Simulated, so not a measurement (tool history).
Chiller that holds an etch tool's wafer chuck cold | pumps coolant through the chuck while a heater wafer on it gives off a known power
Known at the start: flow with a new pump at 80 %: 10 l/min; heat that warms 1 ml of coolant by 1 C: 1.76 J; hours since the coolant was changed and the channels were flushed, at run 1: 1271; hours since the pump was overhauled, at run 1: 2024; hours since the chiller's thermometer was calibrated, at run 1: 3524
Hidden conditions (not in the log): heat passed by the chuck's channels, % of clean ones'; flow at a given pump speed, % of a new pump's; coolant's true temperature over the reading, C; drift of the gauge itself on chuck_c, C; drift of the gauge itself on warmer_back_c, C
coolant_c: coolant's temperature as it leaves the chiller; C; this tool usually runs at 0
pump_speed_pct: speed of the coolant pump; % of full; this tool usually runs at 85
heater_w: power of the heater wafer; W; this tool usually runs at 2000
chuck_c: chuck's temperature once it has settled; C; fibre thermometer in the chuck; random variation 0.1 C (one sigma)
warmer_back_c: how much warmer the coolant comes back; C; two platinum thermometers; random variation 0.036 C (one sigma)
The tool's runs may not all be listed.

run     day  coolant_c  pump_speed_pct  heater_w  hours since the coolant was changed and the channels were flushed  hours since the pump was overhauled  hours since the chiller's thermometer was calibrated  chuck_c  warmer_back_c
  1   0.000          0              85      2000                                                               1271                                 2024                                                  3524     21.5           6.48
  2   0.679          0              85      2000                                                               1287                                 2040                                                  3540     21.6           6.43
  3   1.462          0              85      2796                                                               1306                                 2059                                                  3559     30.0           9.08
  4   2.325          0              85      2000                                                               1327                                 2079                                                  3580     21.6           6.41
  5   3.992          0              85      2000                                                               1367                                 2119                                                  3620     21.6           6.49
  6   5.417          0              85      2000                                                               1401                                 2154                                                  3654     21.6           6.52
  7   6.529          0              85      2000                                                               1428                                 2180                                                  3681     21.5           6.54
  8   7.258         -4              85      2000                                                               1445                                 2198                                                  3698     17.5           6.49
  9   8.175         -1              85      2000                                                               1467                                 2220                                                  3720     20.4           6.48
 10   8.883         -1              85      2000                                                               1484                                 2237                                                  3737     20.5           6.50
 11  10.175         -1              85      2000                                                               1515                                 2268                                                  3768     20.6           6.50
 12  11.325          0              68      2000                                                               1543                                 2295                                                  3796     24.4           8.09
 13  12.612          0              68      2000                                                               1574                                 2326                                                  3827     24.5           8.08
 14  13.850          0              68      2000                                                               1603                                 2356                                                  3856     24.4           8.10
 15  14.608          0              68      2000                                                               1622                                 2374                                                  3875     24.4           8.14
 16  15.508          0              68      2000                                                               1643                                 2396                                                  3896     24.3           8.11
 17  16.471          9              68      1828                                                               1666                                 2419                                                  3919     31.3           7.38
 18  17.829          9              92      1351                                                               1699                                 2451                                                  3952     22.8           4.11
 19  19.100         -6              84      1683                                                               1729                                 2482                                                  3982     12.3           5.67
 20  20.696         -6              84      1683                                                               1768                                 2520                                                  4021     12.2           5.67
 21  21.571         -9              65      2000                                                               1789                                 2541                                                  4042     16.0           8.55
 22  22.592          0              85      2123                                                               1813                                 2566                                                  4066     22.6           7.01
 23  23.712          0              85      2123                                                               1840                                 2593                                                  4093     22.8           7.02
 24  24.721         -1              65      1648                                                               1864                                 2617                                                  4117     19.5           7.09
 25  25.567         -6              86      1071                                                               1885                                 2637                                                  4138      5.4           3.61
 26  26.900         -6              86      1071                                                               1917                                 2669                                                  4170      5.4           3.64
 27  28.004         -6              86      1071                                                               1943                                 2696                                                  4196      5.4           3.60
     28.683  -- chiller's thermometer calibrated
 28  29.538         -7              89      1756                                                               1979                                 2731                                                    20     11.2           5.68
 29  30.696          3              80      2524                                                               2007                                 2759                                                    48     31.1           8.87

What if the next run were any one of these 5? Each begins from the tool's condition after run 29:
  A  31.529          3              63      2096                                                               2027                                 2779                                                    68        ?              ?
  B  31.529          0              88      1054                                                               2027                                 2779                                                    68        ?              ?
  C  31.529          3              70      2524                                                               2027                                 2779                                                    68        ?              ?
  D  31.529         -7              64      1947                                                               2027                                 2779                                                    68        ?              ?
  E  31.529          3              60      2524                                                               2027                                 2779                                                    68        ?              ?

run  chuck_c  warmer_back_c
  A     29.5           9.24
  B     11.0           3.54
  C     33.2          10.09
  D     17.4           8.51
  E     36.2          11.58
Take away the tool's hidden state, keep each run's random variation, and the runs would have read:
run  chuck_c  warmer_back_c
  A     29.5           8.99
  B     11.0           3.29
  C     33.2           9.85
  D     17.4           8.26
  E     36.2          11.33

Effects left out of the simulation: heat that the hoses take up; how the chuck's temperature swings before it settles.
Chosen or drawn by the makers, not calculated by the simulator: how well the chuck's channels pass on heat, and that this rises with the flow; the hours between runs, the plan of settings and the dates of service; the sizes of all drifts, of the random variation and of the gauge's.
